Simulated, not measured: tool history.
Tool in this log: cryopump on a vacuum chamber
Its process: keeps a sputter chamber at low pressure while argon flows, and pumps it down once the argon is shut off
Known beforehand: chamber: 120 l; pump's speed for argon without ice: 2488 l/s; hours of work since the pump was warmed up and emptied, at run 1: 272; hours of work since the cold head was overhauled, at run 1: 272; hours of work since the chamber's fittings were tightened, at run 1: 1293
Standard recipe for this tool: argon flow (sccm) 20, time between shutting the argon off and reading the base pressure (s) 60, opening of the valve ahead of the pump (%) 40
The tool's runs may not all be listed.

| run | hour | argon flow (sccm) | time between shutting the argon off and reading the base pressure (s) | opening of the valve ahead of the pump (%) | hours of work since the pump was warmed up and emptied | hours of work since the cold head was overhauled | hours of work since the chamber's fittings were tightened | pressure while argon flows (Pa) | pressure after the wait (uPa) |
|---|---|---|---|---|---|---|---|---|---|
| 1 | 0.0 | 20 | 60 | 40 | 272 | 272 | 1293 | 0.0357 | 0.70 |
| 2 | 93.0 | 20 | 28 | 40 | 314 | 314 | 1335 | 0.0367 | 1.21 |
|  | 134.9 | leaking fittings of the chamber tightened, without venting |
| 3 | 206.8 | 20 | 60 | 40 | 365 | 365 | 33 | 0.0364 | 0.58 |
| 4 | 260.6 | 20 | 60 | 34 | 389 | 389 | 57 | 0.0441 | 0.60 |
| 5 | 360.6 | 11 | 60 | 34 | 434 | 434 | 102 | 0.0246 | 0.62 |
| 6 | 424.3 | 20 | 60 | 20 | 463 | 463 | 131 | 0.0738 | 0.60 |
| 7 | 488.6 | 20 | 60 | 20 | 492 | 492 | 160 | 0.0732 | 0.60 |
|  | 585.7 | pump warmed up, emptied and cooled again |
| 8 | 592.2 | 20 | 60 | 20 | 3 | 537 | 205 | 0.0684 | 0.56 |
| 9 | 676.4 | 20 | 60 | 40 | 41 | 575 | 243 | 0.0346 | 0.55 |
| 10 | 758.0 | 20 | 60 | 40 | 78 | 612 | 280 | 0.0356 | 0.58 |
| 11 | 840.3 | 20 | 60 | 40 | 115 | 649 | 317 | 0.0357 | 0.57 |
| 12 | 903.0 | 20 | 60 | 40 | 144 | 677 | 345 | 0.0356 | 0.60 |
| 13 | 995.4 | 20 | 60 | 40 | 185 | 719 | 387 | 0.0359 | 0.60 |
| 14 | 1086.4 | 20 | 32 | 40 | 227 | 760 | 428 | 0.0367 | 0.98 |
| 15 | 1151.0 | 20 | 32 | 21 | 256 | 790 | 458 | 0.0677 | 1.01 |
| 16 | 1225.5 | 20 | 32 | 21 | 290 | 823 | 491 | 0.0676 | 1.00 |
| 17 | 1330.0 | 20 | 32 | 21 | 337 | 871 | 539 | 0.0680 | 0.97 |
| 18 | 1438.4 | 20 | 32 | 21 | 386 | 920 | 588 | 0.0681 | 1.03 |
| 19 | 1543.3 | 20 | 32 | 21 | 433 | 967 | 635 | 0.0702 | 1.06 |
| 20 | 1605.5 | 30 | 47 | 40 | 462 | 995 | 663 | 0.0590 | 0.82 |
| 21 | 1655.0 | 17 | 25 | 40 | 484 | 1018 | 686 | 0.0348 | 1.28 |
| 22 | 1707.3 | 17 | 25 | 40 | 508 | 1041 | 709 | 0.0351 | 1.22 |
|  | 1772.1 | pump warmed up, emptied and cooled again |
| 23 | 1804.9 | 12 | 75 | 40 | 15 | 1083 | 751 | 0.0207 | 0.55 |
| 24 | 1914.2 | 12 | 75 | 40 | 64 | 1133 | 801 | 0.0206 | 0.54 |
| 25 | 1985.2 | 8 | 255 | 28 | 96 | 1165 | 833 | 0.0194 | 0.34 |
| 26 | 2045.3 | 8 | 255 | 28 | 124 | 1192 | 860 | 0.0195 | 0.32 |
| 27 | 2110.4 | 8 | 255 | 28 | 153 | 1222 | 889 | 0.0194 | 0.35 |
| 28 | 2208.1 | 20 | 25 | 17 | 197 | 1266 | 934 | 0.0820 | 1.23 |
| 29 | 2267.9 | 9 | 25 | 41 | 224 | 1293 | 961 | 0.0151 | 1.25 |
| 30 | 2339.8 | 20 | 55 | 22 | 257 | 1325 | 993 | 0.0647 | 0.68 |
| 31 | 2442.1 | 34 | 29 | 16 | 303 | 1372 | 1040 | 0.1485 | 1.14 |
| 32 | 2506.9 | 15 | 27 | 46 | 333 | 1401 | 1069 | 0.0253 | 1.18 |

Estimate the outcome of run 33 from the log above:
| 33 | 2561.3 | 15 | 27 | 46 | 357 | 1426 | 1094 | ? | ? |

{"run 33": {"pressure while argon flows (Pa)": 0.025, "pressure after the wait (uPa)": 1.24}}
With the hidden condition absent and the run-to-run variation left alone, this run would have shown pressure while argon flows (Pa) 0.0221, pressure after the wait (uPa) 1.04.
